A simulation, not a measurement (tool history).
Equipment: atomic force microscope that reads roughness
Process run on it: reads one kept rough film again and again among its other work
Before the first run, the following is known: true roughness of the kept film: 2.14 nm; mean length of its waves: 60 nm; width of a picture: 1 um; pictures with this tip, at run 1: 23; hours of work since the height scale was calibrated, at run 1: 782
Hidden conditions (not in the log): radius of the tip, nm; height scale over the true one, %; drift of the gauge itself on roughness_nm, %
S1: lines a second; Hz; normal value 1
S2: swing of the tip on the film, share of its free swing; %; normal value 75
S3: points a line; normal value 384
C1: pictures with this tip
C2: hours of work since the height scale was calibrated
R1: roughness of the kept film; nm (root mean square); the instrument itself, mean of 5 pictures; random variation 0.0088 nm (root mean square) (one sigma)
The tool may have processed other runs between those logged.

{"run": 1, "day": 0.0, "S1": 1, "S2": 75, "S3": 384, "C1": 23, "C2": 782, "R1": 1.927}
{"run": 2, "day": 1.479, "S1": 1, "S2": 75, "S3": 384, "C1": 62, "C2": 803, "R1": 1.905}
{"run": 3, "day": 2.229, "S1": 1.26, "S2": 75, "S3": 384, "C1": 83, "C2": 814, "R1": 1.856}
{"run": 4, "day": 3.392, "S1": 1.26, "S2": 75, "S3": 384, "C1": 114, "C2": 831, "R1": 1.824}
{"day": 4.483, "done": "new tip fitted"}
{"run": 5, "day": 4.517, "S1": 1, "S2": 75, "S3": 901, "C1": 1, "C2": 847, "R1": 1.95}
{"run": 6, "day": 5.525, "S1": 1, "S2": 75, "S3": 901, "C1": 28, "C2": 861, "R1": 1.952}
{"run": 7, "day": 6.458, "S1": 1, "S2": 75, "S3": 901, "C1": 53, "C2": 875, "R1": 1.91}
{"run": 8, "day": 7.171, "S1": 1, "S2": 75, "S3": 384, "C1": 72, "C2": 885, "R1": 1.908}
{"run": 9, "day": 8.183, "S1": 1.27, "S2": 75, "S3": 384, "C1": 99, "C2": 899, "R1": 1.837}
{"run": 10, "day": 9.642, "S1": 1.27, "S2": 75, "S3": 384, "C1": 138, "C2": 920, "R1": 1.818}
{"day": 9.762, "done": "new tip fitted"}
{"run": 11, "day": 11.142, "S1": 1.27, "S2": 75, "S3": 384, "C1": 37, "C2": 942, "R1": 1.899}
{"run": 12, "day": 12.592, "S1": 1.27, "S2": 70, "S3": 417, "C1": 76, "C2": 963, "R1": 1.901}
{"run": 13, "day": 13.646, "S1": 1, "S2": 66, "S3": 329, "C1": 104, "C2": 978, "R1": 1.914}
{"run": 14, "day": 14.708, "S1": 0.7, "S2": 64, "S3": 384, "C1": 132, "C2": 993, "R1": 1.937}
{"day": 15.079, "done": "new tip fitted"}
{"run": 15, "day": 15.488, "S1": 1.29, "S2": 69, "S3": 981, "C1": 11, "C2": 1004, "R1": 1.958}
{"run": 16, "day": 16.342, "S1": 1.29, "S2": 69, "S3": 981, "C1": 34, "C2": 1016, "R1": 1.94}
{"run": 17, "day": 17.742, "S1": 2.06, "S2": 85, "S3": 908, "C1": 71, "C2": 1036, "R1": 1.623}
{"run": 18, "day": 18.575, "S1": 2.06, "S2": 85, "S3": 908, "C1": 93, "C2": 1048, "R1": 1.609}
{"run": 19, "day": 19.992, "S1": 2.06, "S2": 85, "S3": 908, "C1": 131, "C2": 1069, "R1": 1.582}
{"day": 20.429, "done": "new tip fitted"}
{"run": 20, "day": 21.133, "S1": 2.06, "S2": 85, "S3": 908, "C1": 18, "C2": 1085, "R1": 1.681}
{"run": 21, "day": 21.746, "S1": 2.12, "S2": 82, "S3": 550, "C1": 35, "C2": 1093, "R1": 1.683}

Estimate the outcome of run 22 from the log above:
{"run": 22, "day": 23.079, "S1": 1.49, "S2": 81, "S3": 495, "C1": 71, "C2": 1113, "R1": "?"}

R1: 1.768 nm (root mean square)
With the hidden condition absent and the run-to-run variation left alone, this run would have shown R1 1.816 nm (root mean square).
